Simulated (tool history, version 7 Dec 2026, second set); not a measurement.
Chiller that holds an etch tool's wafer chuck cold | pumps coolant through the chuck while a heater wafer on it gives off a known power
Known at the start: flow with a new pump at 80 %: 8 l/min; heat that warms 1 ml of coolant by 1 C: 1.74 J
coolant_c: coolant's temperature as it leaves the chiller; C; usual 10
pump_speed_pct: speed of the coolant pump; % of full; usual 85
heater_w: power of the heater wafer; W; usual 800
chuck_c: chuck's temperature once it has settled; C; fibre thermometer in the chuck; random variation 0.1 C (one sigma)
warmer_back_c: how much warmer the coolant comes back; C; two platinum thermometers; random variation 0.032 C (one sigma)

| run | hour | coolant_c | pump_speed_pct | heater_w | chuck_c | warmer_back_c |
|---|---|---|---|---|---|---|
| 1 | 0 | 10 | 85 | 800 | 18.3 | 3.25 |
| 2 | 79.6 | 10 | 85 | 530 | 15.5 | 2.13 |
| 3 | 119.3 | 10 | 93 | 800 | 17.9 | 2.92 |
| 4 | 172.6 | 10 | 85 | 800 | 18.4 | 3.17 |
| 5 | 251.8 | 10 | 85 | 1130 | 21.6 | 4.55 |
| 6 | 314.9 | 10 | 85 | 1130 | 21.8 | 4.44 |
| 7 | 385.8 | 10 | 85 | 1130 | 21.6 | 4.39 |
|  | 413.2 | chiller's thermometer calibrated |
| 8 | 467 | 10 | 85 | 800 | 18.2 | 3.14 |
| 9 | 535.2 | 10 | 85 | 800 | 18.2 | 3.08 |
| 10 | 585 | 10 | 85 | 800 | 18.3 | 3.07 |
| 11 | 661.9 | 10 | 85 | 800 | 18.3 | 3.04 |
| 12 | 723.8 | 10 | 85 | 800 | 18.1 | 2.99 |
| 13 | 772.6 | 10 | 85 | 800 | 18.1 | 3.02 |
| 14 | 840.2 | 10 | 85 | 687 | 17.1 | 2.53 |
| 15 | 877.6 | 10 | 85 | 687 | 17.2 | 2.47 |
| 16 | 947.1 | 10 | 85 | 687 | 17.1 | 2.5 |
|  | 1028.6 | gauge calibrated |
| 17 | 1028.6 | 10 | 81 | 1021 | 20.8 | 4.38 |
| 18 | 1087.2 | 10 | 81 | 1021 | 20.7 | 4.3 |
| 19 | 1135.6 | 10 | 99 | 493 | 14.6 | 1.64 |
| 20 | 1201.2 | 10 | 81 | 551 | 15.8 | 2.26 |
| 21 | 1241.9 | 6 | 72 | 535 | 12.1 | 2.48 |
| 22 | 1322.7 | 10 | 86 | 795 | 18 | 3.09 |
| 23 | 1364.1 | 10 | 86 | 795 | 18.1 | 3.07 |
| 24 | 1413.1 | 12 | 87 | 795 | 20 | 3.01 |
| 25 | 1484.1 | 0 | 72 | 1086 | 12.2 | 5.07 |
| 26 | 1522.2 | 14 | 61 | 470 | 19.9 | 2.52 |
| 27 | 1574.8 | 17 | 91 | 470 | 21.5 | 1.6 |
| 28 | 1623 | 17 | 91 | 470 | 21.7 | 1.54 |
| 29 | 1688.6 | 15 | 63 | 694 | 23.3 | 3.6 |
| 30 | 1733.3 | 8 | 66 | 914 | 18.8 | 4.6 |
|  | 1804.7 | gauge calibrated |
| 31 | 1813.9 | 10 | 86 | 800 | 18.3 | 3.2 |

Forecast each of these 5 alternatives for the next run:
| A | 1860.2 | 4 | 65 | 504 | ? | ? |
| B | 1860.2 | 10 | 73 | 800 | ? | ? |
| C | 1860.2 | 10 | 65 | 705 | ? | ? |
| D | 1860.2 | 6 | 85 | 800 | ? | ? |
| E | 1860.2 | 18 | 70 | 800 | ? | ? |

| run | chuck_c | warmer_back_c |
|---|---|---|
| A | 10.2 | 2.65 |
| B | 19.1 | 3.79 |
| C | 18.3 | 3.74 |
| D | 14.1 | 3.24 |
| E | 27.2 | 3.97 |
Without the tool's hidden state the same runs would have given:
| run | chuck_c | warmer_back_c |
|---|---|---|
| A | 10.2 | 2.67 |
| B | 19.1 | 3.8 |
| C | 18.3 | 3.75 |
| D | 14.1 | 3.25 |
| E | 27.2 | 3.98 |
